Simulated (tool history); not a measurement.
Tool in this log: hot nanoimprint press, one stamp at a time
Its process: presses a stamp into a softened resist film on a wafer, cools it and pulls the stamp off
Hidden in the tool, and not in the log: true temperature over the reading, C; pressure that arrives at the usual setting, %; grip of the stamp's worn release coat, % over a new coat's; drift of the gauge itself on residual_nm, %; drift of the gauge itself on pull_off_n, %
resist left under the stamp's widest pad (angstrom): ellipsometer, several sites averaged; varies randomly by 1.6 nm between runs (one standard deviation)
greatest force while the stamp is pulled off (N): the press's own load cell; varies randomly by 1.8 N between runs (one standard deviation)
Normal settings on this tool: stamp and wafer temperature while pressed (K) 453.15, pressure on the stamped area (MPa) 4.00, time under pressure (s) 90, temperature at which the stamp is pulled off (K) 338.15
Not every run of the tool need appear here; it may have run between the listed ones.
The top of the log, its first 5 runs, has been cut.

run	hour	stamp and wafer temperature while pressed (K)	pressure on the stamped area (MPa)	time under pressure (s)	temperature at which the stamp is pulled off (K)	hours of work since the thermocouple was calibrated	imprints on the stamp's release coat	hours of work since the press's seals were changed	resist left under the stamp's widest pad (angstrom)	greatest force while the stamp is pulled off (N)
6	30.9	453.15	4.00	90	338.15	296	468	78	3080	125
7	38.6	453.15	4.00	90	338.15	299	479	81	3038	123
8	44.4	453.15	3.57	90	338.15	302	488	84	3232	126
9	52.9	458.15	4.00	90	338.15	305	500	87	2589	124
10	59.7	458.15	4.00	90	338.15	308	510	90	2553	124
11	66.5	458.15	4.00	90	338.15	311	520	93	2572	124
12	74.1	453.15	4.00	89	338.15	314	531	96	3046	126
13	82.5	453.15	4.00	89	338.15	317	543	99	3051	122
14	87.8	453.15	4.00	89	338.15	319	551	101	3050	127
15	93.1	453.15	4.00	89	338.15	322	558	104	3060	126
16	98.6	453.15	3.11	90	338.15	324	566	106	3497	126
17	102.7	453.15	3.11	90	338.15	326	572	108	3489	125
18	107.6	453.15	3.11	90	338.15	328	579	110	3518	122
19	115.7	453.15	3.11	90	338.15	331	591	113	3498	123
20	122.6	453.15	3.11	90	338.15	334	601	116	3470	121
21	130.5	453.15	3.05	147	338.15	337	612	119	3000	123
22	138.0	453.15	4.00	90	324.15	340	623	122	3025	161
23	142.6	461.15	3.45	90	342.15	342	630	124	2575	114
24	150.9	453.15	6.12	90	338.15	345	642	127	2358	126
25	156.4	453.15	4.88	94	338.15	348	650	130	2694	125
26	164.0	460.15	6.23	94	328.15	351	661	133	1816	152
27	170.4	459.15	4.00	103	338.15	353	670	135	2376	124
28	174.7	459.15	3.42	103	339.15	355	677	137	2583	116
29	182.9	453.15	4.00	62	338.15	359	688	141	3464	126
30	189.9	448.15	3.26	107	338.15	361	699	143	3820	125

Consider 3 possible next runs. They are alternatives, not a sequence: every one starts from the tool as it was left by run 30. What does each give?
A	195.2	453.15	4.00	90	327.15	364	706	146	?	?
B	195.2	453.15	5.56	90	338.15	364	706	146	?	?
C	195.2	448.15	2.67	107	328.15	364	706	146	?	?

run	resist left under the stamp's widest pad (angstrom)	greatest force while the stamp is pulled off (N)
A	3037	153
B	2540	125
C	4203	155
Stripped of hidden state, with their random variation kept, the same runs would have yielded:
run	resist left under the stamp's widest pad (angstrom)	greatest force while the stamp is pulled off (N)
A	3051	152
B	2552	125
C	4221	154
